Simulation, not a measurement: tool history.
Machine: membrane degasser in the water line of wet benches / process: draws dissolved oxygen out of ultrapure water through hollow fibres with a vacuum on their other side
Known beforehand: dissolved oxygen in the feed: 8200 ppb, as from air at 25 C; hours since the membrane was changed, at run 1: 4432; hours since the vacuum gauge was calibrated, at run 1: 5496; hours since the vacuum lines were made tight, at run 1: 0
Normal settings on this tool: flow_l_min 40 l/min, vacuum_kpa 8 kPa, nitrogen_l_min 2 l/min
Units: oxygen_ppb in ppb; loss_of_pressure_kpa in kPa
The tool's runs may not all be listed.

run	hour	flow_l_min	vacuum_kpa	nitrogen_l_min	hours since the membrane was changed	hours since the vacuum gauge was calibrated	hours since the vacuum lines were made tight	oxygen_ppb	loss_of_pressure_kpa
1	0	40	8	2	4432	5496	0	262.9	34.03
# hour 52.7: vacuum gauge calibrated
2	290.4	40	8	3.19	4722	238	290	193.5	34.2
3	532.5	28	8	2	4964	480	532	182.5	23.97
4	730.5	28	8	2	5162	678	730	188.7	23.97
5	1047	28	8	2	5479	994	1047	185.5	24.08
6	1332	28	8	2	5764	1279	1331	188.5	23.86
7	1591.4	28	8	2	6023	1539	1591	189.1	24.3
# hour 1702.6: vacuum gauge calibrated, once more
8	1748.4	28	8	2	6180	46	1747	177	23.86
9	2101.7	28	8	2	6533	399	2101	181.4	24.25
10	2303.1	40	8	4.71	6734	600	2302	152.6	34.73
11	2661.9	57	8.73	5.95	7093	959	2661	225.5	49.48
12	2822.9	51	14.57	0.85	7254	1120	2822	1182.1	44.62
13	3172.4	36	5.06	2.53	7604	1470	3171	111.6	31.7
14	3343.4	36	5.06	0.94	7775	1641	3342	195.7	31.47
15	3667.2	36	5.06	0.94	8099	1965	3666	196.9	31.59
16	3888.1	29	7.05	4.89	8319	2185	3887	89.5	25.45
17	4044.4	29	7.05	4.89	8476	2342	4043	90.7	25.7

Across each entry between runs, compare the hidden state at the last listed run before it with the hidden state at the first listed run after it:
Runs 1 to 2: vacuum gauge calibrated (hour 52.7)
  membrane still open, %: 96 -> 95.7; true pressure behind the membrane over the reading, kPa: 0.2 -> 0.24; air that leaks in behind the membrane, l/min: 0.0022 -> 0.0025
  measured result minus the result with no hidden state, oxygen_ppb: +17.3 -> +16.7 ppb; loss_of_pressure_kpa: +1.36 -> +1.47 kPa
Runs 7 to 8: vacuum gauge calibrated, once more (hour 1702.6)
  membrane still open, %: 94.5 -> 94.3; true pressure behind the membrane over the reading, kPa: 0.28 -> 0.02; air that leaks in behind the membrane, l/min: 0.0043 -> 0.0045
  measured result minus the result with no hidden state, oxygen_ppb: +16.6 -> +8.5 ppb; loss_of_pressure_kpa: +1.33 -> +1.36 kPa

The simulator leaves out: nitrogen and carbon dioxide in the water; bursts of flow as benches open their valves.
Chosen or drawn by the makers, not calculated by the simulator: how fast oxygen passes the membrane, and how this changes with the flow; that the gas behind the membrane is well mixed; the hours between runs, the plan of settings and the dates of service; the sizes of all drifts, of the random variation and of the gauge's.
